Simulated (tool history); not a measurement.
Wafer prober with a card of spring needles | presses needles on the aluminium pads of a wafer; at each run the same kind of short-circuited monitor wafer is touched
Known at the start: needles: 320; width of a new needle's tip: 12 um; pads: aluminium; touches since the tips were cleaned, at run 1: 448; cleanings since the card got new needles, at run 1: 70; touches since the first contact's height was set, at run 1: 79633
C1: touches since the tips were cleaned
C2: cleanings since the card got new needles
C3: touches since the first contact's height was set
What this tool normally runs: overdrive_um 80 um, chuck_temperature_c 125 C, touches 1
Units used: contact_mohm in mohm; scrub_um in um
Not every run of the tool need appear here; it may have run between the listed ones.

{"run": 1, "day": 0.0, "overdrive_um": 80, "chuck_temperature_c": 125, "touches": 1, "C1": 448, "C2": 70, "C3": 79633, "contact_mohm": 220, "scrub_um": 14.48}
{"day": 0.454, "done": "tips cleaned on abrasive film"}
{"day": 1.025, "done": "tips cleaned on abrasive film"}
{"day": 1.592, "done": "tips cleaned on abrasive film"}
{"day": 2.162, "done": "tips cleaned on abrasive film"}
{"run": 2, "day": 2.362, "overdrive_um": 80, "chuck_temperature_c": 125, "touches": 1, "C1": 2215, "C2": 74, "C3": 105358, "contact_mohm": 250, "scrub_um": 14.41}
{"day": 2.704, "done": "tips cleaned on abrasive film"}
{"day": 3.162, "done": "tips cleaned on abrasive film"}
{"day": 3.729, "done": "tips cleaned on abrasive film"}
{"run": 3, "day": 3.846, "overdrive_um": 80, "chuck_temperature_c": 125, "touches": 1, "C1": 1298, "C2": 77, "C3": 121503, "contact_mohm": 243, "scrub_um": 14.4}
{"day": 4.192, "done": "tips cleaned on abrasive film"}
{"day": 4.758, "done": "tips cleaned on abrasive film"}
{"day": 5.325, "done": "tips cleaned on abrasive film"}
{"day": 5.896, "done": "tips cleaned on abrasive film"}
{"day": 6.462, "done": "tips cleaned on abrasive film"}
{"run": 4, "day": 6.704, "overdrive_um": 80, "chuck_temperature_c": 125, "touches": 1, "C1": 2655, "C2": 82, "C3": 152613, "contact_mohm": 257, "scrub_um": 14.3}
{"day": 6.938, "done": "tips cleaned on abrasive film"}
{"day": 7.504, "done": "tips cleaned on abrasive film"}
{"day": 7.958, "done": "tips cleaned on abrasive film"}
{"day": 8.425, "done": "height of the first contact set anew"}
{"day": 8.542, "done": "tips cleaned on abrasive film"}
{"run": 5, "day": 8.542, "overdrive_um": 80, "chuck_temperature_c": 125, "touches": 1, "C1": 36, "C2": 86, "C3": 1273, "contact_mohm": 206, "scrub_um": 14.01}
{"day": 9.0, "done": "tips cleaned on abrasive film"}
{"day": 9.567, "done": "tips cleaned on abrasive film"}
{"day": 10.138, "done": "tips cleaned on abrasive film"}
{"day": 10.704, "done": "tips cleaned on abrasive film"}
{"day": 11.275, "done": "tips cleaned on abrasive film"}
{"day": 11.762, "done": "tips cleaned on abrasive film"}
{"run": 6, "day": 11.762, "overdrive_um": 80, "chuck_temperature_c": 125, "touches": 1, "C1": 0, "C2": 92, "C3": 36298, "contact_mohm": 210, "scrub_um": 13.86}
{"day": 12.333, "done": "tips cleaned on abrasive film"}
{"day": 12.9, "done": "tips cleaned on abrasive film"}
{"day": 13.429, "done": "tips cleaned on abrasive film"}
{"run": 7, "day": 13.429, "overdrive_um": 80, "chuck_temperature_c": 125, "touches": 1, "C1": 0, "C2": 95, "C3": 54408, "contact_mohm": 210, "scrub_um": 13.82}
{"day": 13.883, "done": "tips cleaned on abrasive film"}
{"day": 14.45, "done": "tips cleaned on abrasive film"}
{"day": 15.021, "done": "tips cleaned on abrasive film"}
{"run": 8, "day": 15.288, "overdrive_um": 80, "chuck_temperature_c": 125, "touches": 3, "C1": 2943, "C2": 98, "C3": 74673, "contact_mohm": 224, "scrub_um": 13.77}
{"day": 15.517, "done": "tips cleaned on abrasive film"}
{"day": 15.975, "done": "tips cleaned on abrasive film"}
{"day": 16.542, "done": "tips cleaned on abrasive film"}
{"day": 17.108, "done": "tips cleaned on abrasive film"}
{"day": 17.679, "done": "tips cleaned on abrasive film"}
{"run": 9, "day": 17.696, "overdrive_um": 80, "chuck_temperature_c": 125, "touches": 3, "C1": 200, "C2": 103, "C3": 100856, "contact_mohm": 206, "scrub_um": 13.68}
{"day": 18.154, "done": "tips cleaned on abrasive film"}
{"day": 18.721, "done": "tips cleaned on abrasive film"}
{"day": 19.288, "done": "tips cleaned on abrasive film"}
{"day": 19.858, "done": "tips cleaned on abrasive film"}
{"day": 20.425, "done": "tips cleaned on abrasive film"}
{"day": 20.996, "done": "tips cleaned on abrasive film"}
{"run": 10, "day": 21.154, "overdrive_um": 80, "chuck_temperature_c": 31, "touches": 1, "C1": 1733, "C2": 109, "C3": 138474, "contact_mohm": 244, "scrub_um": 13.59}
{"day": 21.496, "done": "tips cleaned on abrasive film"}
{"day": 22.062, "done": "tips cleaned on abrasive film"}
{"day": 22.521, "done": "tips cleaned on abrasive film"}
{"run": 11, "day": 22.588, "overdrive_um": 80, "chuck_temperature_c": 31, "touches": 3, "C1": 761, "C2": 112, "C3": 154084, "contact_mohm": 195, "scrub_um": 13.56}
{"day": 23.046, "done": "tips cleaned on abrasive film"}
{"day": 23.612, "done": "tips cleaned on abrasive film"}
{"day": 24.179, "done": "tips cleaned on abrasive film"}
{"day": 24.192, "done": "height of the first contact set anew"}
{"run": 12, "day": 24.312, "overdrive_um": 80, "chuck_temperature_c": 83, "touches": 1, "C1": 1318, "C2": 115, "C3": 1318, "contact_mohm": 238, "scrub_um": 14.7}
{"day": 24.658, "done": "tips cleaned on abrasive film"}
{"day": 25.112, "done": "tips cleaned on abrasive film"}
{"day": 25.679, "done": "tips cleaned on abrasive film"}
{"day": 26.25, "done": "tips cleaned on abrasive film"}
{"run": 13, "day": 26.388, "overdrive_um": 80, "chuck_temperature_c": 40, "touches": 2, "C1": 1526, "C2": 119, "C3": 23882, "contact_mohm": 215, "scrub_um": 14.65}
{"day": 26.729, "done": "tips cleaned on abrasive film"}
{"day": 26.854, "done": "height of the first contact set anew, once more"}
{"day": 27.312, "done": "tips cleaned on abrasive film"}
{"day": 27.879, "done": "tips cleaned on abrasive film"}
{"day": 28.45, "done": "tips cleaned on abrasive film"}
{"run": 14, "day": 28.804, "overdrive_um": 97, "chuck_temperature_c": 37, "touches": 1, "C1": 3907, "C2": 123, "C3": 21228, "contact_mohm": 238, "scrub_um": 17.76}
{"day": 28.921, "done": "tips cleaned on abrasive film"}
{"day": 29.379, "done": "tips cleaned on abrasive film"}
{"day": 29.946, "done": "tips cleaned on abrasive film"}
{"day": 30.512, "done": "tips cleaned on abrasive film"}
{"day": 31.083, "done": "tips cleaned on abrasive film"}
{"day": 31.629, "done": "tips cleaned on abrasive film"}
{"run": 15, "day": 31.629, "overdrive_um": 97, "chuck_temperature_c": 37, "touches": 1, "C1": 0, "C2": 129, "C3": 51938, "contact_mohm": 186, "scrub_um": 17.67}
{"day": 32.2, "done": "tips cleaned on abrasive film"}
{"day": 32.767, "done": "tips cleaned on abrasive film"}
{"day": 33.333, "done": "tips cleaned on abrasive film"}
{"day": 33.904, "done": "tips cleaned on abrasive film"}
{"day": 34.471, "done": "tips cleaned on abrasive film"}
{"day": 34.929, "done": "tips cleaned on abrasive film"}
{"run": 16, "day": 35.046, "overdrive_um": 91, "chuck_temperature_c": 125, "touches": 1, "C1": 1318, "C2": 135, "C3": 89137, "contact_mohm": 227, "scrub_um": 16.52}
{"day": 35.392, "done": "tips cleaned on abrasive film"}
{"day": 35.958, "done": "tips cleaned on abrasive film"}
{"day": 36.529, "done": "tips cleaned on abrasive film"}
{"day": 37.096, "done": "tips cleaned on abrasive film"}
{"day": 37.662, "done": "tips cleaned on abrasive film"}
{"run": 17, "day": 37.871, "overdrive_um": 78, "chuck_temperature_c": 29, "touches": 1, "C1": 2246, "C2": 140, "C3": 119840, "contact_mohm": 250, "scrub_um": 14.03}
{"day": 38.212, "done": "tips cleaned on abrasive film"}
{"day": 38.667, "done": "tips cleaned on abrasive film"}
{"day": 39.238, "done": "tips cleaned on abrasive film"}
{"day": 39.804, "done": "tips cleaned on abrasive film"}
{"day": 40.258, "done": "tips cleaned on abrasive film"}
{"run": 18, "day": 40.488, "overdrive_um": 86, "chuck_temperature_c": 31, "touches": 1, "C1": 2502, "C2": 145, "C3": 148326, "contact_mohm": 242, "scrub_um": 15.44}
{"day": 40.717, "done": "tips cleaned on abrasive film"}
{"day": 41.288, "done": "tips cleaned on abrasive film"}
{"day": 41.854, "done": "tips cleaned on abrasive film"}
{"day": 42.425, "done": "tips cleaned on abrasive film"}
{"day": 42.662, "done": "height of the first contact set anew"}
{"day": 42.892, "done": "tips cleaned on abrasive film"}
{"run": 19, "day": 43.217, "overdrive_um": 86, "chuck_temperature_c": 31, "touches": 1, "C1": 3546, "C2": 150, "C3": 6022, "contact_mohm": 249, "scrub_um": 15.78}
{"day": 43.446, "done": "tips cleaned on abrasive film"}
{"day": 43.9, "done": "tips cleaned on abrasive film"}
{"day": 44.467, "done": "tips cleaned on abrasive film"}
{"day": 45.038, "done": "tips cleaned on abrasive film"}
{"day": 45.492, "done": "tips cleaned on abrasive film"}
{"day": 46.062, "done": "tips cleaned on abrasive film"}
{"run": 20, "day": 46.158, "overdrive_um": 86, "chuck_temperature_c": 31, "touches": 1, "C1": 1062, "C2": 156, "C3": 38015, "contact_mohm": 221, "scrub_um": 15.69}
{"day": 46.612, "done": "tips cleaned on abrasive film"}
{"day": 47.067, "done": "tips cleaned on abrasive film"}
{"day": 47.638, "done": "tips cleaned on abrasive film"}
{"day": 48.125, "done": "tips cleaned on abrasive film"}
{"run": 21, "day": 48.125, "overdrive_um": 86, "chuck_temperature_c": 31, "touches": 1, "C1": 0, "C2": 160, "C3": 59428, "contact_mohm": 189, "scrub_um": 15.64}
{"day": 48.696, "done": "tips cleaned on abrasive film"}
{"day": 49.15, "done": "tips cleaned on abrasive film"}
{"day": 49.721, "done": "tips cleaned on abrasive film"}
{"day": 50.288, "done": "tips cleaned on abrasive film"}
{"run": 22, "day": 50.692, "overdrive_um": 65, "chuck_temperature_c": 39, "touches": 1, "C1": 4452, "C2": 164, "C3": 87386, "contact_mohm": 303, "scrub_um": 11.72}
{"day": 50.808, "done": "tips cleaned on abrasive film"}
{"day": 51.379, "done": "tips cleaned on abrasive film"}
{"day": 51.946, "done": "tips cleaned on abrasive film"}
{"day": 52.446, "done": "card fitted with new needles"}
{"day": 53.017, "done": "tips cleaned on abrasive film"}
{"day": 53.583, "done": "tips cleaned on abrasive film"}
{"day": 54.154, "done": "tips cleaned on abrasive film"}
{"day": 54.688, "done": "tips cleaned on abrasive film"}
{"run": 23, "day": 54.688, "overdrive_um": 65, "chuck_temperature_c": 39, "touches": 1, "C1": 0, "C2": 4, "C3": 24377, "contact_mohm": 189, "scrub_um": 11.89}

3 options for the next run, each taken on its own from the tool as it stands now. Forecast them:
{"day": 55.254, "done": "tips cleaned on abrasive film"}
{"day": 55.825, "done": "tips cleaned on abrasive film"}
{"day": 56.279, "done": "tips cleaned on abrasive film"}
{"run": "A", "day": 56.462, "overdrive_um": 80, "chuck_temperature_c": 84, "touches": 2, "C1": 2013, "C2": 7, "C3": 43712, "contact_mohm": "?", "scrub_um": "?"}
{"day": 55.254, "done": "tips cleaned on abrasive film"}
{"day": 55.825, "done": "tips cleaned on abrasive film"}
{"day": 56.279, "done": "tips cleaned on abrasive film"}
{"run": "B", "day": 56.462, "overdrive_um": 85, "chuck_temperature_c": 77, "touches": 2, "C1": 2013, "C2": 7, "C3": 43712, "contact_mohm": "?", "scrub_um": "?"}
{"day": 55.254, "done": "tips cleaned on abrasive film"}
{"day": 55.825, "done": "tips cleaned on abrasive film"}
{"day": 56.279, "done": "tips cleaned on abrasive film"}
{"run": "C", "day": 56.462, "overdrive_um": 64, "chuck_temperature_c": 125, "touches": 1, "C1": 2013, "C2": 7, "C3": 43712, "contact_mohm": "?", "scrub_um": "?"}

run=A contact_mohm=213 scrub_um=14.6
run=B contact_mohm=212 scrub_um=15.5
run=C contact_mohm=257 scrub_um=11.64
Take away the tool's hidden state, keep each run's random variation, and the runs would have read:
run=A contact_mohm=187 scrub_um=14.71
run=B contact_mohm=188 scrub_um=15.61
run=C contact_mohm=202 scrub_um=11.75
